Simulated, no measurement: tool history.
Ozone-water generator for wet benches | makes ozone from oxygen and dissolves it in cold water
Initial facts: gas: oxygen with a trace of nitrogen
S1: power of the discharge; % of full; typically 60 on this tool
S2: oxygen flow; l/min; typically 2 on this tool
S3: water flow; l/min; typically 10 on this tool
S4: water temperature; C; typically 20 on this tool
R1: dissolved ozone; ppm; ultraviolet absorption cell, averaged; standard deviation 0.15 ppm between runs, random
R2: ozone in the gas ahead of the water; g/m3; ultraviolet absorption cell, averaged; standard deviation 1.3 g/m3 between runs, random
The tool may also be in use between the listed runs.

Run 1, hour 0: usual settings. Result: R1 18.7 ppm, R2 243.2 g/m3.
Run 2, hour 63.1: usual settings. Result: R1 18.4 ppm, R2 243 g/m3.
Run 3, hour 154.3: usual settings. Result: R1 18.8 ppm, R2 242.6 g/m3.
Run 4, hour 301.5: usual settings. Result: R1 18.7 ppm, R2 241.8 g/m3.
Run 5, hour 376.9: usual settings. Result: R1 18.4 ppm, R2 245.5 g/m3.
At hour 498.2: water thermometer calibrated.
Run 6, hour 516.8: usual settings. Result: R1 18.5 ppm, R2 242.6 g/m3.
Run 7, hour 629.4: usual settings. Result: R1 18.5 ppm, R2 242.7 g/m3.
Run 8, hour 694.2: usual settings. Result: R1 18.4 ppm, R2 243.5 g/m3.
Run 9, hour 835.2: usual settings. Result: R1 18.5 ppm, R2 244.3 g/m3.
Run 10, hour 898.9: usual settings. Result: R1 18.6 ppm, R2 244.9 g/m3.
Run 11, hour 980.6: usual settings. Result: R1 18.6 ppm, R2 243.7 g/m3.
Run 12, hour 1122.1: usual settings but S3 7 l/min. Result: R1 24.8 ppm, R2 241.4 g/m3.
Run 13, hour 1240.8: usual settings but S4 15 C. Result: R1 19.6 ppm, R2 245.9 g/m3.
Run 14, hour 1349.3: usual settings but S4 24 C. Result: R1 18 ppm, R2 243.9 g/m3.
Run 15, hour 1440.2: usual settings but S4 24 C. Result: R1 17.5 ppm, R2 244.7 g/m3.
Run 16, hour 1568.7: usual settings but S3 14 l/min, S4 18 C. Result: R1 13.8 ppm, R2 241.9 g/m3.
Run 17, hour 1636.3: usual settings but S3 14 l/min, S4 18 C. Result: R1 13.7 ppm, R2 243.9 g/m3.
Run 18, hour 1784.7: usual settings but S1 49 % of full, S3 14 l/min, S4 27 C. Result: R1 11.3 ppm, R2 219.9 g/m3.
Run 19, hour 1922.3: usual settings but S1 72 % of full, S3 13 l/min. Result: R1 16 ppm, R2 263.6 g/m3.
Run 20, hour 2013.6: usual settings but S3 15 l/min, S4 25 C. Result: R1 12.1 ppm, R2 244.1 g/m3.
Run 21, hour 2135.9: usual settings but S1 56 % of full, S2 3.58 l/min, S3 7 l/min, S4 21 C. Result: R1 24.1 ppm, R2 187 g/m3.
Run 22, hour 2234.2: usual settings but S1 65 % of full, S3 11 l/min. Result: R1 17.8 ppm, R2 252 g/m3.
Run 23, hour 2317.8: usual settings but S2 1.9 l/min, S4 23 C. Result: R1 17.6 ppm, R2 249.1 g/m3.
Run 24, hour 2407.3: usual settings but S3 13 l/min, S4 19 C. Result: R1 14.6 ppm, R2 241.9 g/m3.
Run 25, hour 2488.6: usual settings but S3 13 l/min, S4 19 C. Result: R1 14.8 ppm, R2 241.7 g/m3.

Branching from run 25: 5 alternative next runs. What would each branch give?
Run A, hour 2606.4: usual settings but S1 77 % of full, S2 2.17 l/min, S4 22 C. Result: R1 ?, R2 ?.
Run B, hour 2606.4: usual settings but S1 42 % of full, S2 1.02 l/min. Result: R1 ?, R2 ?.
Run C, hour 2606.4: usual settings but S1 51 % of full, S2 1.98 l/min, S3 6 l/min, S4 19 C. Result: R1 ?, R2 ?.
Run D, hour 2606.4: usual settings but S1 65 % of full, S3 8 l/min, S4 12 C. Result: R1 ?, R2 ?.
Run E, hour 2606.4: usual settings but S3 8 l/min, S4 17 C. Result: R1 ?, R2 ?.

run    R1     R2
  A  20.9  264.8
  B  13.1  267.5
  C  26.4  224.3
  D  25.9  253.5
  E  23.7    245
Without the tool's hidden state the same runs would have given:
run    R1     R2
  A  20.9  265.2
  B  13.2  267.8
  C  26.5  224.6
  D    26  253.8
  E  23.7  245.3

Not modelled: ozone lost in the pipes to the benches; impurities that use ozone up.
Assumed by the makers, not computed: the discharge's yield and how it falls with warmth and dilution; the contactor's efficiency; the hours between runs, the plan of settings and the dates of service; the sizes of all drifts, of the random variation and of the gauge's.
